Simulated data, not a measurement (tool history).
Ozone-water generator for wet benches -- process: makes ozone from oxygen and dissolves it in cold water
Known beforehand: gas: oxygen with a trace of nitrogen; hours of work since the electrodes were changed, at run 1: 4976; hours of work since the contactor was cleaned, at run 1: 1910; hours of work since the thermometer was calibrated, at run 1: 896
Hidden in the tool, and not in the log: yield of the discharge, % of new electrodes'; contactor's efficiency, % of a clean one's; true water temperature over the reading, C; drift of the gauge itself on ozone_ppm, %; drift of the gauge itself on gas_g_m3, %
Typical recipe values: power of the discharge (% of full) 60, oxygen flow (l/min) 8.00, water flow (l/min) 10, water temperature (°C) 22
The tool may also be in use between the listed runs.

| run | hour | power of the discharge (% of full) | oxygen flow (l/min) | water flow (l/min) | water temperature (°C) | hours of work since the electrodes were changed | hours of work since the contactor was cleaned | hours of work since the thermometer was calibrated | dissolved ozone (ppm) | ozone in the gas ahead of the water (g/m3) |
|---|---|---|---|---|---|---|---|---|---|---|
| 1 | 0.0 | 60 | 8.00 | 10 | 22 | 4976 | 1910 | 896 | 15.0 | 126.6 |
| 2 | 158.3 | 60 | 8.00 | 10 | 22 | 5115 | 2049 | 1036 | 15.1 | 124.0 |
| 3 | 359.4 | 60 | 8.00 | 10 | 22 | 5292 | 2227 | 1213 | 14.8 | 125.0 |
| 4 | 498.1 | 60 | 8.00 | 10 | 22 | 5415 | 2349 | 1335 | 15.0 | 124.0 |
| 5 | 588.0 | 60 | 8.00 | 10 | 22 | 5494 | 2428 | 1414 | 14.6 | 125.6 |
| 6 | 717.5 | 60 | 8.00 | 10 | 22 | 5608 | 2542 | 1528 | 14.7 | 123.1 |
| 7 | 862.2 | 60 | 8.00 | 10 | 22 | 5735 | 2670 | 1656 | 14.6 | 124.2 |
| 8 | 1056.2 | 60 | 8.00 | 9 | 22 | 5906 | 2840 | 1827 | 15.7 | 125.3 |
| 9 | 1176.3 | 60 | 8.00 | 9 | 22 | 6012 | 2946 | 1933 | 15.5 | 125.1 |
| 10 | 1298.2 | 60 | 4.73 | 10 | 22 | 6120 | 3054 | 2040 | 17.7 | 176.5 |
| 11 | 1434.6 | 60 | 4.73 | 10 | 22 | 6240 | 3174 | 2160 | 17.4 | 177.2 |
| 12 | 1640.7 | 60 | 4.73 | 10 | 22 | 6421 | 3355 | 2342 | 17.5 | 174.5 |
| 13 | 1803.0 | 60 | 10.14 | 10 | 22 | 6564 | 3498 | 2485 | 12.8 | 103.0 |
|  | 1820.4 | contactor cleaned |
| 14 | 1980.7 | 60 | 8.00 | 13 | 15 | 6717 | 141 | 2638 | 14.5 | 121.8 |
| 15 | 2160.6 | 60 | 8.00 | 13 | 15 | 6876 | 300 | 2796 | 14.4 | 121.0 |
| 16 | 2346.2 | 72 | 13.90 | 8 | 15 | 7039 | 463 | 2960 | 16.5 | 91.3 |
| 17 | 2474.0 | 60 | 11.18 | 10 | 22 | 7152 | 576 | 3072 | 12.5 | 96.4 |

What if the next run were any one of these 3? Each begins from the tool's condition after run 17:
| A | 2616.7 | 92 | 11.18 | 14 | 22 | 7278 | 702 | 3198 | ? | ? |
| B | 2616.7 | 60 | 5.69 | 10 | 15 | 7278 | 702 | 3198 | ? | ? |
| C | 2616.7 | 60 | 7.17 | 10 | 22 | 7278 | 702 | 3198 | ? | ? |

| run | dissolved ozone (ppm) | ozone in the gas ahead of the water (g/m3) |
|---|---|---|
| A | 12.9 | 121.3 |
| B | 19.2 | 152.5 |
| C | 15.2 | 130.7 |
With the hidden condition removed and each run's random variation left untouched, the same runs would have given:
| run | dissolved ozone (ppm) | ozone in the gas ahead of the water (g/m3) |
|---|---|---|
| A | 15.3 | 141.1 |
| B | 22.0 | 171.9 |
| C | 17.4 | 147.3 |
